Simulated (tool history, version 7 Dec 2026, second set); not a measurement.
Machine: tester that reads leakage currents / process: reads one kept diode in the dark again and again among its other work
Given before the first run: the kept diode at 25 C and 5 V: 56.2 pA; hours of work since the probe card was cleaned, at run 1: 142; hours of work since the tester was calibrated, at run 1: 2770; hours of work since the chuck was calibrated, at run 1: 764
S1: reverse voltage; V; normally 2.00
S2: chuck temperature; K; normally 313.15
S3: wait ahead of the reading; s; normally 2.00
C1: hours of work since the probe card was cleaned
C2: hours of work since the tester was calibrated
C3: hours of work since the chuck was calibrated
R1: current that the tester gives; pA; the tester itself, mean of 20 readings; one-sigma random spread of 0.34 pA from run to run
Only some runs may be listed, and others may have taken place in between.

Run 1, hour 0.0: usual settings; C1 142; C2 2770; C3 764. Result: R1 114.74 pA.
Run 2, hour 120.4: usual settings; C1 227; C2 2856; C3 850. Result: R1 114.73 pA.
Run 3, hour 312.4: usual settings but S3 0.68 s; C1 364; C2 2993; C3 987. Result: R1 115.55 pA.
Run 4, hour 472.1: usual settings but S2 311.15 K; C1 478; C2 3107; C3 1101. Result: R1 101.40 pA.
Run 5, hour 684.0: usual settings; C1 630; C2 3258; C3 1252. Result: R1 117.13 pA.
Run 6, hour 953.4: usual settings; C1 822; C2 3450; C3 1444. Result: R1 117.51 pA.
Run 7, hour 1202.2: usual settings; C1 999; C2 3628; C3 1622. Result: R1 118.73 pA.
Run 8, hour 1364.7: usual settings but S3 0.38 s; C1 1115; C2 3744; C3 1738. Result: R1 119.99 pA.
At hour 1515.9: tester calibrated.
Run 9, hour 1591.0: usual settings but S2 331.15 K; C1 1275; C2 54; C3 1898. Result: R1 366.59 pA.
At hour 1611.5: chuck's temperature calibrated.
Run 10, hour 1728.8: usual settings but S2 331.15 K; C1 1372; C2 151; C3 84. Result: R1 348.65 pA.
Run 11, hour 1925.2: usual settings but S1 6.02 V; C1 1512; C2 291; C3 224. Result: R1 178.21 pA.
Run 12, hour 2200.5: usual settings but S2 318.15 K; C1 1709; C2 487; C3 420. Result: R1 157.06 pA.
Run 13, hour 2443.9: usual settings but S2 318.15 K; C1 1882; C2 661; C3 594. Result: R1 158.75 pA.
Run 14, hour 2651.5: usual settings; C1 2031; C2 809; C3 742. Result: R1 115.20 pA.
Run 15, hour 2919.4: usual settings; C1 2222; C2 1000; C3 933. Result: R1 115.30 pA.
Run 16, hour 3110.0: usual settings but S3 4.39 s; C1 2358; C2 1136; C3 1069. Result: R1 116.46 pA.
Run 17, hour 3296.0: usual settings but S3 4.39 s; C1 2490; C2 1269; C3 1202. Result: R1 117.01 pA.
At hour 3358.7: probe card cleaned and baked.
Run 18, hour 3567.8: usual settings; C1 149; C2 1461; C3 1394. Result: R1 117.39 pA.
Run 19, hour 3775.2: usual settings; C1 297; C2 1609; C3 1542. Result: R1 118.13 pA.
Run 20, hour 4017.7: usual settings but S2 328.15 K; C1 470; C2 1782; C3 1715. Result: R1 309.11 pA.
Run 21, hour 4258.4: usual settings but S2 328.15 K; C1 642; C2 1953; C3 1887. Result: R1 311.13 pA.
At hour 4282.0: chuck's temperature calibrated.
Run 22, hour 4441.8: usual settings but S1 2.29 V, S2 301.15 K; C1 771; C2 2083; C3 114. Result: R1 51.75 pA.
Run 23, hour 4632.4: usual settings but S1 6.15 V, S2 303.15 K, S3 3.82 s; C1 907; C2 2219; C3 250. Result: R1 91.36 pA.
Run 24, hour 4890.6: usual settings but S1 6.40 V, S2 321.15 K, S3 2.06 s; C1 1092; C2 2403; C3 434. Result: R1 312.49 pA.
Run 25, hour 5131.5: usual settings but S1 19.03 V, S3 0.78 s; C1 1263; C2 2575; C3 606. Result: R1 299.80 pA.
Run 26, hour 5361.8: usual settings but S3 0.49 s; C1 1428; C2 2739; C3 770. Result: R1 116.36 pA.
Run 27, hour 5568.6: usual settings but S1 11.75 V; C1 1575; C2 2887; C3 918. Result: R1 245.49 pA.
Run 28, hour 5706.7: usual settings but S3 5.28 s; C1 1674; C2 2985; C3 1017. Result: R1 117.46 pA.
Run 29, hour 5847.0: usual settings but S1 6.58 V, S2 332.15 K; C1 1774; C2 3085; C3 1117. Result: R1 640.63 pA.
Run 30, hour 6113.2: usual settings but S1 3.84 V, S2 303.15 K, S3 6.18 s; C1 1964; C2 3275; C3 1307. Result: R1 79.23 pA.
Run 31, hour 6384.3: usual settings but S1 1.22 V, S3 7.01 s; C1 2157; C2 3469; C3 1500. Result: R1 97.28 pA.
Run 32, hour 6636.1: usual settings but S1 5.90 V, S2 322.15 K, S3 4.80 s; C1 2337; C2 3648; C3 1680. Result: R1 341.44 pA.
Run 33, hour 6902.4: usual settings but S1 5.90 V, S2 322.15 K, S3 4.80 s; C1 2527; C2 3838; C3 1870. Result: R1 342.27 pA.
At hour 6922.0: probe card cleaned and baked.
At hour 6924.0: tester calibrated.
At hour 6957.4: chuck's temperature calibrated.
Run 34, hour 7027.1: usual settings but S3 6.57 s; C1 72; C2 72; C3 50. Result: R1 109.04 pA.
Run 35, hour 7186.8: usual settings but S3 6.57 s; C1 186; C2 186; C3 164. Result: R1 109.57 pA.
Run 36, hour 7313.1: usual settings but S1 4.15 V, S2 321.15 K, S3 9.16 s; C1 276; C2 276; C3 254. Result: R1 251.55 pA.
Run 37, hour 7540.3: usual settings but S1 4.15 V, S2 296.15 K, S3 1.81 s; C1 438; C2 438; C3 416. Result: R1 45.62 pA.
Run 38, hour 7772.8: usual settings but S1 4.05 V, S2 303.15 K, S3 0.70 s; C1 604; C2 604; C3 582. Result: R1 76.09 pA.
Run 39, hour 8024.7: usual settings but S2 297.15 K, S3 1.23 s; C1 784; C2 784; C3 762. Result: R1 37.03 pA.

3 options for the next run, each taken on its own from the tool as it stands now. Forecast them:
Run A, hour 8238.8: usual settings but S1 15.85 V, S3 5.64 s; C1 937; C2 937; C3 914. Result: R1 ?.
Run B, hour 8238.8: usual settings but S2 294.15 K, S3 3.21 s; C1 937; C2 937; C3 914. Result: R1 ?.
Run C, hour 8238.8: usual settings but S1 15.69 V, S2 316.15 K, S3 0.41 s; C1 937; C2 937; C3 914. Result: R1 ?.

run      R1
  A  270.68
  B   29.73
  C  331.20
Without the tool's hidden state the same runs would have given:
run      R1
  A  261.59
  B   28.62
  C  320.79

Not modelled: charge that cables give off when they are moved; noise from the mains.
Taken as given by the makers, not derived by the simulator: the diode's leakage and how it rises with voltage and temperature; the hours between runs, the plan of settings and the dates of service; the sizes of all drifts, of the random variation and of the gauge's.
